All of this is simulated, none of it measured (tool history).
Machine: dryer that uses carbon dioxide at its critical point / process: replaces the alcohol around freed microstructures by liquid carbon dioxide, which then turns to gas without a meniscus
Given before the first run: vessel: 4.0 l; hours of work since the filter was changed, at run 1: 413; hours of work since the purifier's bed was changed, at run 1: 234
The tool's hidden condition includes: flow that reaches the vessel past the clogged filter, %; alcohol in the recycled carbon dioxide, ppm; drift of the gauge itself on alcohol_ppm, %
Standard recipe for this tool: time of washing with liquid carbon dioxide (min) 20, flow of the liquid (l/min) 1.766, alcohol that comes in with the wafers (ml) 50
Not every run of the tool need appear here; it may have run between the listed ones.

run	day	time of washing with liquid carbon dioxide (min)	flow of the liquid (l/min)	alcohol that comes in with the wafers (ml)	hours of work since the filter was changed	hours of work since the purifier's bed was changed	alcohol left in the vessel before it's heated (ppm by volume)
1	0.000	20	1.766	50	413	234	64
# day 0.775: inlet filter changed
2	1.538	22	1.766	50	8	249	47
3	3.254	22	1.766	50	25	266	60
4	4.621	22	1.766	50	38	280	44
5	5.862	20	2.940	50	50	292	35
6	6.908	12	2.940	50	61	302	59
7	8.117	20	1.766	50	73	314	62
8	9.308	20	1.766	50	85	326	59
9	10.350	20	1.766	50	95	337	77
10	11.638	20	1.766	50	108	349	66
11	13.446	20	1.766	50	126	367	87
12	15.200	20	1.766	50	143	385	88
13	16.104	20	1.766	40	152	394	70
14	16.946	20	1.766	40	160	402	65
15	18.533	20	1.766	40	176	418	78
16	19.575	25	1.766	50	186	428	60
17	20.875	25	1.766	50	199	441	59
18	22.604	25	1.766	50	217	458	66
19	24.442	25	1.766	50	235	476	69
20	25.858	25	1.766	50	249	490	61
21	27.367	25	1.766	50	264	505	69
22	28.946	25	1.766	50	279	521	63
23	30.033	20	1.766	50	290	532	99
24	31.033	20	1.766	80	300	542	115
25	31.842	14	2.880	79	308	550	93
26	33.392	14	2.880	79	323	565	83
27	34.458	14	2.880	79	334	576	88
28	36.283	32	1.150	61	352	594	113
29	37.858	13	1.140	43	368	609	1054
30	39.088	13	2.950	50	380	622	92
31	40.908	13	1.450	54	398	640	718
32	41.938	20	1.766	73	408	650	136
# day 43.200: inlet filter changed
33	43.604	20	2.190	49	4	666	85
34	45.133	20	2.190	49	19	681	84
35	46.171	20	2.190	49	29	691	94
36	47.279	15	1.260	50	40	702	583
37	49.146	17	1.410	74	59	721	383
38	50.183	20	1.320	50	69	731	224
39	51.758	22	1.560	50	85	747	122
40	53.021	22	1.560	50	97	759	127
41	54.521	13	1.560	50	112	774	482
42	56.221	13	1.560	50	129	791	483
43	57.879	13	1.560	50	146	808	473
44	59.138	20	2.160	29	158	820	100
45	60.608	19	2.870	85	173	835	104
46	62.417	23	2.870	71	191	853	101

Below are 5 alternative next runs, each starting from the tool's condition after run 46. Predict each:
A	63.504	15	2.840	41	201	863	?
B	63.504	22	2.870	71	201	863	?
C	63.504	23	1.766	41	201	863	?
D	63.504	17	1.190	113	201	863	?
E	63.504	22	1.670	50	201	863	?

run	alcohol left in the vessel before it's heated (ppm by volume)
A	111
B	100
C	114
D	1074
E	126
Had the tool no hidden state, the same runs would have come out as:
run	alcohol left in the vessel before it's heated (ppm by volume)
A	9
B	3
C	12
D	890
E	22
